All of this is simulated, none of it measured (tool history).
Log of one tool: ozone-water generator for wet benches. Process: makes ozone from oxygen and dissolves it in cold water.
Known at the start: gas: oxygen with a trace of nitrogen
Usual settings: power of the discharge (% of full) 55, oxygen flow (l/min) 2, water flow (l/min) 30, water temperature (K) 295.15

run,hour,power of the discharge (% of full),oxygen flow (l/min),water flow (l/min),water temperature (K),dissolved ozone (ppm),ozone in the gas ahead of the water (g/m3)
1,0,55,2,30,295.15,7.5,212.2
2,30.9,55,2,30,299.15,7.4,213.1
3,50,55,2,30,295.15,7.6,213.9
4,72.5,55,2,30,295.15,7.7,213.9
5,106.7,50,2,30,295.15,7.2,203.4
6,134.2,50,2,30,295.15,7,203.9
7,168,50,2,30,295.15,7.4,203.3
8,208.1,55,2,30,295.15,7.7,212.7
9,229.8,43,2,30,295.15,6.8,189.1
10,254.4,43,2,30,295.15,6.8,188.9
11,300.2,79,2,30,295.15,9.1,257.9
12,322,79,2,30,293.15,9.3,256.5
# hour 345.7: contactor cleaned
13,348.1,79,2,30,293.15,9.1,257
14,372.4,79,2,30,293.15,8.9,253.7
15,397.5,79,2,30,293.15,9,255.1
# hour 437.7: contactor cleaned, once more
16,438.9,79,2,30,293.15,9.7,254.8
17,466.2,79,2,30,293.15,9.6,256.3
18,511,57,2,42,295.15,5.8,219.1
19,532.8,57,2,42,295.15,5.7,215.1
20,557.3,50,1.09,41,295.15,4.6,287.7
21,595.9,99,2,29,295.15,11,285.3
22,633.9,75,2,47,297.15,6,250.9
23,672.3,75,2,47,297.15,5.8,247.8
24,704.4,55,2,30,296.15,7.9,212.7
25,746.7,55,2,30,296.15,7.9,211.3
26,780.9,55,2,30,296.15,7.7,211.3
27,826.5,55,2,30,296.15,7.9,212.3
28,855.3,55,2,30,296.15,7.9,210.6
29,887.6,55,2,30,296.15,8,210.3
30,926.7,55,2,30,296.15,7.9,212.6
31,970.3,55,3.29,25,290.15,10.8,159
32,995.7,44,1.31,20,297.15,9.3,242.3
33,1039.2,47,1.31,45,297.15,4.3,248.2

Forecast each of these 3 alternatives for the next run:
A,1080.5,55,2.17,22,288.15,?,?
B,1080.5,55,2,30,290.15,?,?
C,1080.5,82,2.82,30,295.15,?,?

run,dissolved ozone (ppm),ozone in the gas ahead of the water (g/m3)
A,11.2,202.8
B,8.2,210.4
C,10.3,211
Without the tool's hidden state the same runs would have given:
run,dissolved ozone (ppm),ozone in the gas ahead of the water (g/m3)
A,11.8,212.7
B,8.6,220.6
C,11,223.9
